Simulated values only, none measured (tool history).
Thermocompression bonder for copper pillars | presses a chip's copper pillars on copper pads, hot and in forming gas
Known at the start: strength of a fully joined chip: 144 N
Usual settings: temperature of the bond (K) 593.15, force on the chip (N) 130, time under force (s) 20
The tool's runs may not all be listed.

run,hour,temperature of the bond (K),force on the chip (N),time under force (s),force that shears a chip off (N)
1,0,593.15,130,20,71.4
2,5.8,593.15,130,20,70.8
3,10.7,593.15,130,20,71.3
4,16.8,593.15,130,20,71.9
5,23.7,593.15,130,20,72.6
6,31.6,593.15,130,20,69.9
7,38.2,593.15,130,20,72
8,45.4,593.15,130,20,70.9
9,50.7,593.15,169,20,81.9
10,58,593.15,130,27,79
11,64.5,618.15,175,49,119.4
12,69,618.15,175,49,117.9
13,76.6,618.15,123,39,99.5
14,85.1,618.15,123,39,98.6
15,93.2,593.15,167,20,80.4

Run 16 comes next. What will it give?
16,98,564.15,130,17,?

{"run 16": {"force that shears a chip off (N)": 54.1}}
Without the tool's hidden state the same run would have given force that shears a chip off (N) 54.4.
